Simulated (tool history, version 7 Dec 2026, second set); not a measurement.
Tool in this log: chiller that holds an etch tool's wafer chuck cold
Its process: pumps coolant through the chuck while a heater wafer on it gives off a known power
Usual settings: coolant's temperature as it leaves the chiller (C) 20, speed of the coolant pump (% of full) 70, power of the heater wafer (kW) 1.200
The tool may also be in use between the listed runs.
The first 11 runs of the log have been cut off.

| run | day | coolant's temperature as it leaves the chiller (C) | speed of the coolant pump (% of full) | power of the heater wafer (kW) | hours since the coolant was changed and the channels were flushed | hours since the pump was overhauled | hours since the chiller's thermometer was calibrated | chuck's temperature once it has settled (C) | how much warmer the coolant comes back (C) |
|---|---|---|---|---|---|---|---|---|---|
|  | 36.196 | chiller's thermometer calibrated |
| 12 | 38.883 | 20 | 88 | 1.200 | 2719 | 2340 | 64 | 28.6 | 3.19 |
| 13 | 42.983 | 20 | 88 | 1.200 | 2818 | 2439 | 163 | 28.6 | 3.23 |
| 14 | 45.912 | 20 | 88 | 1.200 | 2888 | 2509 | 233 | 28.6 | 3.25 |
| 15 | 48.283 | 20 | 88 | 1.200 | 2945 | 2566 | 290 | 28.7 | 3.20 |
| 16 | 51.429 | 20 | 88 | 1.200 | 3020 | 2641 | 366 | 28.7 | 3.23 |
| 17 | 56.379 | 20 | 88 | 1.200 | 3139 | 2760 | 484 | 28.7 | 3.23 |
| 18 | 60.438 | 14 | 77 | 1.756 | 3237 | 2858 | 582 | 27.9 | 5.44 |
| 19 | 65.333 | 23 | 65 | 1.450 | 3354 | 2975 | 699 | 35.9 | 5.35 |
| 20 | 69.500 | 27 | 65 | 0.643 | 3454 | 3075 | 799 | 32.6 | 2.34 |
| 21 | 73.654 | 30 | 72 | 1.235 | 3554 | 3175 | 899 | 40.4 | 4.14 |
| 22 | 76.767 | 13 | 64 | 0.894 | 3628 | 3249 | 974 | 21.1 | 3.36 |
| 23 | 81.888 | 13 | 70 | 0.672 | 3751 | 3372 | 1097 | 18.7 | 2.30 |
| 24 | 84.212 | 13 | 70 | 0.941 | 3807 | 3428 | 1152 | 21.0 | 3.26 |
| 25 | 89.058 | 13 | 75 | 0.863 | 3923 | 3544 | 1269 | 20.0 | 2.78 |
| 26 | 91.450 | 20 | 87 | 1.200 | 3981 | 3602 | 1326 | 29.1 | 3.32 |
| 27 | 96.108 | 20 | 64 | 1.078 | 4093 | 3714 | 1438 | 29.8 | 4.06 |
| 28 | 99.517 | 20 | 87 | 1.078 | 4174 | 3795 | 1520 | 28.2 | 3.01 |
| 29 | 101.733 | 16 | 68 | 1.529 | 4228 | 3849 | 1573 | 29.7 | 5.42 |
| 30 | 104.400 | 16 | 68 | 1.529 | 4292 | 3913 | 1637 | 29.7 | 5.49 |
| 31 | 108.900 | 26 | 68 | 1.024 | 4400 | 4021 | 1745 | 35.0 | 3.68 |

5 options for the next run, each taken on its own from the tool as it stands now. Forecast them:
| A | 111.908 | 17 | 71 | 1.459 | 4472 | 4093 | 1817 | ? | ? |
| B | 111.908 | 10 | 70 | 1.200 | 4472 | 4093 | 1817 | ? | ? |
| C | 111.908 | 20 | 70 | 1.157 | 4472 | 4093 | 1817 | ? | ? |
| D | 111.908 | 13 | 70 | 1.422 | 4472 | 4093 | 1817 | ? | ? |
| E | 111.908 | 20 | 82 | 1.200 | 4472 | 4093 | 1817 | ? | ? |

| run | chuck's temperature once it has settled (C) | how much warmer the coolant comes back (C) |
|---|---|---|
| A | 29.7 | 4.99 |
| B | 20.4 | 4.16 |
| C | 30.0 | 4.00 |
| D | 25.4 | 4.92 |
| E | 29.5 | 3.55 |
With no hidden state in the tool, these same runs would have given:
| run | chuck's temperature once it has settled (C) | how much warmer the coolant comes back (C) |
|---|---|---|
| A | 28.0 | 4.66 |
| B | 19.1 | 3.88 |
| C | 28.7 | 3.73 |
| D | 23.8 | 4.59 |
| E | 28.3 | 3.31 |
